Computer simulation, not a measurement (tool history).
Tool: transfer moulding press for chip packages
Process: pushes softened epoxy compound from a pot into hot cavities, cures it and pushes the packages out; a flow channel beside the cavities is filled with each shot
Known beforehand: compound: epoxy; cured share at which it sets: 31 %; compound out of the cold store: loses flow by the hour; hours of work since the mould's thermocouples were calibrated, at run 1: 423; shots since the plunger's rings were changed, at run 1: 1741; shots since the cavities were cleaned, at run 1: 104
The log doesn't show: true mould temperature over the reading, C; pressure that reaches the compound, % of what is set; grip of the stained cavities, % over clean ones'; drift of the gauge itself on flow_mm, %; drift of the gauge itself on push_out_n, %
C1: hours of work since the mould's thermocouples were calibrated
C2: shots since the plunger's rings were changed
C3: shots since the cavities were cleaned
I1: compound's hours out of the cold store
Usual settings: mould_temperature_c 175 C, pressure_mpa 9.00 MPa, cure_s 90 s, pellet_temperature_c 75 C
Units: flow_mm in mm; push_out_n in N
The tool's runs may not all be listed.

{"run": 1, "hour": 0.0, "mould_temperature_c": 175, "pressure_mpa": 9.0, "cure_s": 90, "pellet_temperature_c": 75, "C1": 423, "C2": 1741, "C3": 104, "I1": 32.0, "flow_mm": 898, "push_out_n": 602}
{"run": 2, "hour": 18.5, "mould_temperature_c": 179, "pressure_mpa": 9.0, "cure_s": 90, "pellet_temperature_c": 75, "C1": 433, "C2": 1918, "C3": 281, "I1": 23.0, "flow_mm": 907, "push_out_n": 615}
{"run": 3, "hour": 35.9, "mould_temperature_c": 179, "pressure_mpa": 9.0, "cure_s": 90, "pellet_temperature_c": 75, "C1": 442, "C2": 2084, "C3": 447, "I1": 36.5, "flow_mm": 863, "push_out_n": 678}
{"hour": 44.5, "done": "cavities cleaned with cleaning compound and waxed"}
{"run": 4, "hour": 51.5, "mould_temperature_c": 179, "pressure_mpa": 9.0, "cure_s": 90, "pellet_temperature_c": 75, "C1": 449, "C2": 2218, "C3": 67, "I1": 41.2, "flow_mm": 852, "push_out_n": 496}
{"run": 5, "hour": 63.5, "mould_temperature_c": 174, "pressure_mpa": 9.0, "cure_s": 90, "pellet_temperature_c": 75, "C1": 455, "C2": 2333, "C3": 182, "I1": 33.8, "flow_mm": 888, "push_out_n": 647}
{"run": 6, "hour": 72.5, "mould_temperature_c": 175, "pressure_mpa": 9.0, "cure_s": 90, "pellet_temperature_c": 75, "C1": 460, "C2": 2418, "C3": 267, "I1": 37.5, "flow_mm": 882, "push_out_n": 711}
{"run": 7, "hour": 87.0, "mould_temperature_c": 173, "pressure_mpa": 9.0, "cure_s": 90, "pellet_temperature_c": 75, "C1": 467, "C2": 2557, "C3": 406, "I1": 33.4, "flow_mm": 893, "push_out_n": 833}
{"hour": 99.6, "done": "cavities cleaned with cleaning compound and waxed"}
{"run": 8, "hour": 107.5, "mould_temperature_c": 173, "pressure_mpa": 9.0, "cure_s": 90, "pellet_temperature_c": 75, "C1": 477, "C2": 2737, "C3": 75, "I1": 24.1, "flow_mm": 919, "push_out_n": 647}
{"run": 9, "hour": 120.1, "mould_temperature_c": 175, "pressure_mpa": 9.57, "cure_s": 90, "pellet_temperature_c": 77, "C1": 484, "C2": 2858, "C3": 196, "I1": 25.6, "flow_mm": 933, "push_out_n": 650}
{"run": 10, "hour": 137.6, "mould_temperature_c": 175, "pressure_mpa": 7.84, "cure_s": 88, "pellet_temperature_c": 77, "C1": 493, "C2": 3025, "C3": 363, "I1": 47.6, "flow_mm": 790, "push_out_n": 735}
{"hour": 154.3, "done": "cavities cleaned with cleaning compound and waxed"}
{"run": 11, "hour": 159.9, "mould_temperature_c": 182, "pressure_mpa": 9.0, "cure_s": 76, "pellet_temperature_c": 70, "C1": 503, "C2": 3224, "C3": 54, "I1": 34.2, "flow_mm": 852, "push_out_n": 532}
{"run": 12, "hour": 170.4, "mould_temperature_c": 182, "pressure_mpa": 9.0, "cure_s": 76, "pellet_temperature_c": 70, "C1": 509, "C2": 3323, "C3": 153, "I1": 46.2, "flow_mm": 825, "push_out_n": 579}
{"run": 13, "hour": 180.7, "mould_temperature_c": 182, "pressure_mpa": 9.0, "cure_s": 76, "pellet_temperature_c": 70, "C1": 514, "C2": 3422, "C3": 252, "I1": 9.1, "flow_mm": 919, "push_out_n": 684}
{"run": 14, "hour": 192.9, "mould_temperature_c": 182, "pressure_mpa": 9.0, "cure_s": 76, "pellet_temperature_c": 70, "C1": 520, "C2": 3538, "C3": 368, "I1": 35.9, "flow_mm": 852, "push_out_n": 696}
{"run": 15, "hour": 206.3, "mould_temperature_c": 176, "pressure_mpa": 9.0, "cure_s": 101, "pellet_temperature_c": 83, "C1": 527, "C2": 3666, "C3": 496, "I1": 24.0, "flow_mm": 893, "push_out_n": 691}

3 options for the next run, each taken on its own from the tool as it stands now. Forecast them:
{"hour": 209.4, "done": "cavities cleaned with cleaning compound and waxed"}
{"run": "A", "hour": 221.5, "mould_temperature_c": 176, "pressure_mpa": 9.45, "cure_s": 101, "pellet_temperature_c": 83, "C1": 534, "C2": 3797, "C3": 115, "I1": 20.8, "flow_mm": "?", "push_out_n": "?"}
{"hour": 209.4, "done": "cavities cleaned with cleaning compound and waxed"}
{"run": "B", "hour": 221.5, "mould_temperature_c": 168, "pressure_mpa": 9.0, "cure_s": 110, "pellet_temperature_c": 75, "C1": 534, "C2": 3797, "C3": 115, "I1": 46.6, "flow_mm": "?", "push_out_n": "?"}
{"hour": 209.4, "done": "cavities cleaned with cleaning compound and waxed"}
{"run": "C", "hour": 221.5, "mould_temperature_c": 182, "pressure_mpa": 9.0, "cure_s": 101, "pellet_temperature_c": 70, "C1": 534, "C2": 3797, "C3": 115, "I1": 18.6, "flow_mm": "?", "push_out_n": "?"}

run=A flow_mm=923 push_out_n=532
run=B flow_mm=871 push_out_n=628
run=C flow_mm=890 push_out_n=488
Take away the tool's hidden state, keep each run's random variation, and the runs would have read:
run=A flow_mm=949 push_out_n=445
run=B flow_mm=895 push_out_n=509
run=C flow_mm=916 push_out_n=414
